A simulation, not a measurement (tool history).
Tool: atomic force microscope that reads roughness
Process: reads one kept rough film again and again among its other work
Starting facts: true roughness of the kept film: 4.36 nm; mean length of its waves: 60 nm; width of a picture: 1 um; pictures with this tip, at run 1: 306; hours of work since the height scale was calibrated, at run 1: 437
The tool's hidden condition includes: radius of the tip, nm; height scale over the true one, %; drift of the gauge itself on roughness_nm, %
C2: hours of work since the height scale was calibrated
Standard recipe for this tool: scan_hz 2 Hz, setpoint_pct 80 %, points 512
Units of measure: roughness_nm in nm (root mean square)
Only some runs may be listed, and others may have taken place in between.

{"run": 1, "hour": 0.0, "scan_hz": 2, "setpoint_pct": 80, "points": 512, "pictures with this tip": 306, "C2": 437, "roughness_nm": 3.658}
{"run": 2, "hour": 25.4, "scan_hz": 2, "setpoint_pct": 87, "points": 512, "pictures with this tip": 355, "C2": 451, "roughness_nm": 3.493}
{"hour": 40.1, "done": "new tip fitted"}
{"run": 3, "hour": 57.0, "scan_hz": 2, "setpoint_pct": 80, "points": 542, "pictures with this tip": 33, "C2": 469, "roughness_nm": 3.658}
{"run": 4, "hour": 80.0, "scan_hz": 2, "setpoint_pct": 80, "points": 542, "pictures with this tip": 78, "C2": 482, "roughness_nm": 3.636}
{"run": 5, "hour": 98.1, "scan_hz": 2, "setpoint_pct": 80, "points": 542, "pictures with this tip": 113, "C2": 492, "roughness_nm": 3.651}
{"run": 6, "hour": 123.3, "scan_hz": 2, "setpoint_pct": 80, "points": 542, "pictures with this tip": 162, "C2": 507, "roughness_nm": 3.651}
{"run": 7, "hour": 144.0, "scan_hz": 2, "setpoint_pct": 80, "points": 542, "pictures with this tip": 202, "C2": 519, "roughness_nm": 3.635}
{"run": 8, "hour": 180.0, "scan_hz": 2, "setpoint_pct": 80, "points": 542, "pictures with this tip": 272, "C2": 539, "roughness_nm": 3.67}
{"run": 9, "hour": 204.7, "scan_hz": 2, "setpoint_pct": 80, "points": 554, "pictures with this tip": 320, "C2": 553, "roughness_nm": 3.652}
{"run": 10, "hour": 228.8, "scan_hz": 2, "setpoint_pct": 80, "points": 512, "pictures with this tip": 367, "C2": 567, "roughness_nm": 3.637}
{"hour": 236.6, "done": "new tip fitted"}
{"run": 11, "hour": 258.7, "scan_hz": 2, "setpoint_pct": 80, "points": 512, "pictures with this tip": 43, "C2": 584, "roughness_nm": 3.684}
{"run": 12, "hour": 277.2, "scan_hz": 2, "setpoint_pct": 80, "points": 512, "pictures with this tip": 79, "C2": 594, "roughness_nm": 3.635}
{"run": 13, "hour": 294.9, "scan_hz": 2, "setpoint_pct": 80, "points": 512, "pictures with this tip": 114, "C2": 605, "roughness_nm": 3.656}
{"run": 14, "hour": 315.7, "scan_hz": 2, "setpoint_pct": 80, "points": 512, "pictures with this tip": 154, "C2": 616, "roughness_nm": 3.668}
{"run": 15, "hour": 339.5, "scan_hz": 2, "setpoint_pct": 80, "points": 512, "pictures with this tip": 201, "C2": 630, "roughness_nm": 3.636}
{"run": 16, "hour": 365.0, "scan_hz": 2, "setpoint_pct": 80, "points": 512, "pictures with this tip": 250, "C2": 645, "roughness_nm": 3.664}
{"run": 17, "hour": 392.5, "scan_hz": 2, "setpoint_pct": 63, "points": 512, "pictures with this tip": 304, "C2": 660, "roughness_nm": 3.956}
{"run": 18, "hour": 409.8, "scan_hz": 2, "setpoint_pct": 63, "points": 512, "pictures with this tip": 338, "C2": 670, "roughness_nm": 3.915}
{"run": 19, "hour": 430.2, "scan_hz": 2, "setpoint_pct": 63, "points": 512, "pictures with this tip": 377, "C2": 682, "roughness_nm": 3.918}
{"hour": 433.8, "done": "new tip fitted"}
{"run": 20, "hour": 458.3, "scan_hz": 2, "setpoint_pct": 63, "points": 512, "pictures with this tip": 48, "C2": 698, "roughness_nm": 3.938}
{"run": 21, "hour": 493.3, "scan_hz": 2, "setpoint_pct": 63, "points": 512, "pictures with this tip": 116, "C2": 718, "roughness_nm": 3.945}
{"run": 22, "hour": 528.0, "scan_hz": 0.62, "setpoint_pct": 67, "points": 668, "pictures with this tip": 183, "C2": 737, "roughness_nm": 4.058}
{"run": 23, "hour": 557.0, "scan_hz": 2.9, "setpoint_pct": 84, "points": 713, "pictures with this tip": 240, "C2": 754, "roughness_nm": 3.348}
{"run": 24, "hour": 578.0, "scan_hz": 2.9, "setpoint_pct": 84, "points": 713, "pictures with this tip": 281, "C2": 766, "roughness_nm": 3.353}
{"run": 25, "hour": 614.1, "scan_hz": 0.96, "setpoint_pct": 59, "points": 927, "pictures with this tip": 351, "C2": 787, "roughness_nm": 4.075}
{"hour": 630.3, "done": "new tip fitted"}
{"run": 26, "hour": 642.6, "scan_hz": 2, "setpoint_pct": 83, "points": 271, "pictures with this tip": 24, "C2": 803, "roughness_nm": 3.573}
{"run": 27, "hour": 668.2, "scan_hz": 2, "setpoint_pct": 83, "points": 389, "pictures with this tip": 73, "C2": 817, "roughness_nm": 3.585}
{"run": 28, "hour": 685.6, "scan_hz": 0.58, "setpoint_pct": 70, "points": 392, "pictures with this tip": 107, "C2": 827, "roughness_nm": 4.068}
{"run": 29, "hour": 703.4, "scan_hz": 0.58, "setpoint_pct": 70, "points": 392, "pictures with this tip": 142, "C2": 837, "roughness_nm": 4.042}
{"run": 30, "hour": 732.6, "scan_hz": 3.42, "setpoint_pct": 80, "points": 805, "pictures with this tip": 199, "C2": 854, "roughness_nm": 3.349}
{"run": 31, "hour": 758.0, "scan_hz": 0.6, "setpoint_pct": 64, "points": 447, "pictures with this tip": 248, "C2": 869, "roughness_nm": 4.09}
{"run": 32, "hour": 786.7, "scan_hz": 2, "setpoint_pct": 56, "points": 260, "pictures with this tip": 304, "C2": 885, "roughness_nm": 4.012}
{"run": 33, "hour": 810.7, "scan_hz": 2, "setpoint_pct": 56, "points": 260, "pictures with this tip": 351, "C2": 899, "roughness_nm": 4.011}
{"hour": 826.5, "done": "new tip fitted"}
{"run": 34, "hour": 826.5, "scan_hz": 2, "setpoint_pct": 56, "points": 260, "pictures with this tip": 0, "C2": 907, "roughness_nm": 4.028}
{"run": 35, "hour": 856.0, "scan_hz": 2, "setpoint_pct": 56, "points": 512, "pictures with this tip": 57, "C2": 924, "roughness_nm": 4.034}
{"run": 36, "hour": 890.1, "scan_hz": 0.7, "setpoint_pct": 80, "points": 327, "pictures with this tip": 123, "C2": 944, "roughness_nm": 3.986}
{"run": 37, "hour": 916.9, "scan_hz": 2, "setpoint_pct": 56, "points": 512, "pictures with this tip": 176, "C2": 959, "roughness_nm": 4.028}
{"run": 38, "hour": 942.4, "scan_hz": 2, "setpoint_pct": 77, "points": 661, "pictures with this tip": 225, "C2": 974, "roughness_nm": 3.711}
{"run": 39, "hour": 960.0, "scan_hz": 0.78, "setpoint_pct": 70, "points": 404, "pictures with this tip": 259, "C2": 984, "roughness_nm": 4.045}
{"run": 40, "hour": 992.5, "scan_hz": 2.8, "setpoint_pct": 80, "points": 512, "pictures with this tip": 323, "C2": 1002, "roughness_nm": 3.488}
{"run": 41, "hour": 1017.8, "scan_hz": 1.45, "setpoint_pct": 78, "points": 397, "pictures with this tip": 372, "C2": 1017, "roughness_nm": 3.788}
{"hour": 1023.6, "done": "new tip fitted"}
{"run": 42, "hour": 1041.4, "scan_hz": 1.45, "setpoint_pct": 78, "points": 397, "pictures with this tip": 35, "C2": 1030, "roughness_nm": 3.804}

Predict each of these 5 candidate next runs independently; none follows another, all start after run 42:
{"run": "A", "hour": 1077.9, "scan_hz": 0.59, "setpoint_pct": 62, "points": 523, "pictures with this tip": 106, "C2": 1051, "roughness_nm": "?"}
{"run": "B", "hour": 1077.9, "scan_hz": 0.58, "setpoint_pct": 70, "points": 550, "pictures with this tip": 106, "C2": 1051, "roughness_nm": "?"}
{"run": "C", "hour": 1077.9, "scan_hz": 3.19, "setpoint_pct": 74, "points": 579, "pictures with this tip": 106, "C2": 1051, "roughness_nm": "?"}
{"run": "D", "hour": 1077.9, "scan_hz": 0.75, "setpoint_pct": 78, "points": 397, "pictures with this tip": 106, "C2": 1051, "roughness_nm": "?"}
{"run": "E", "hour": 1077.9, "scan_hz": 2, "setpoint_pct": 80, "points": 341, "pictures with this tip": 106, "C2": 1051, "roughness_nm": "?"}

run=A roughness_nm=4.098
run=B roughness_nm=4.064
run=C roughness_nm=3.597
run=D roughness_nm=3.987
run=E roughness_nm=3.633
With no hidden state in the tool, these same runs would have given:
run=A roughness_nm=4.105
run=B roughness_nm=4.071
run=C roughness_nm=3.603
run=D roughness_nm=3.993
run=E roughness_nm=3.638

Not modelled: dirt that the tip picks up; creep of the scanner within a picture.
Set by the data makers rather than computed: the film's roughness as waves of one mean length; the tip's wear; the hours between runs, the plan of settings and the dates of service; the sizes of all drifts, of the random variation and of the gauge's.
